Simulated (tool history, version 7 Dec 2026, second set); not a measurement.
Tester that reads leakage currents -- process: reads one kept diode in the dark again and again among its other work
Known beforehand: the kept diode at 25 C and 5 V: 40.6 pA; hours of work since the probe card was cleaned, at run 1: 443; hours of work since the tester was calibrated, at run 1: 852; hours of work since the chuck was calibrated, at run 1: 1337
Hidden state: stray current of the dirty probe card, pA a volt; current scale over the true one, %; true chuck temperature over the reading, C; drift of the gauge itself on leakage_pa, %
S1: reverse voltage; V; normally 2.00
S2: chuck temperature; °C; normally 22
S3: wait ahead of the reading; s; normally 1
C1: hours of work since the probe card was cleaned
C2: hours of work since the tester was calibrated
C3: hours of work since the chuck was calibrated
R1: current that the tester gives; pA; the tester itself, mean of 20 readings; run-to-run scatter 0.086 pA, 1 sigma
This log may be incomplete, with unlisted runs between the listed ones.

run,hour,S1,S2,S3,C1,C2,C3,R1
1,0.0,2.00,22,1,443,852,1337,24.97
2,76.8,2.00,22,1,478,887,1373,24.89
3,196.3,9.09,22,1,533,942,1427,46.54
4,259.8,9.09,22,1,562,971,1456,46.67
5,350.2,9.09,22,1,603,1012,1498,47.18
6,425.1,9.09,33,1,637,1047,1532,101.97

Run 7 comes next. What will it give?
7,555.0,9.09,33,1,697,1106,1591,?

Run 7 measured R1 102.31 pA.
If the tool had no hidden condition, the same run with the same run-to-run variation would have returned R1 94.38 pA.
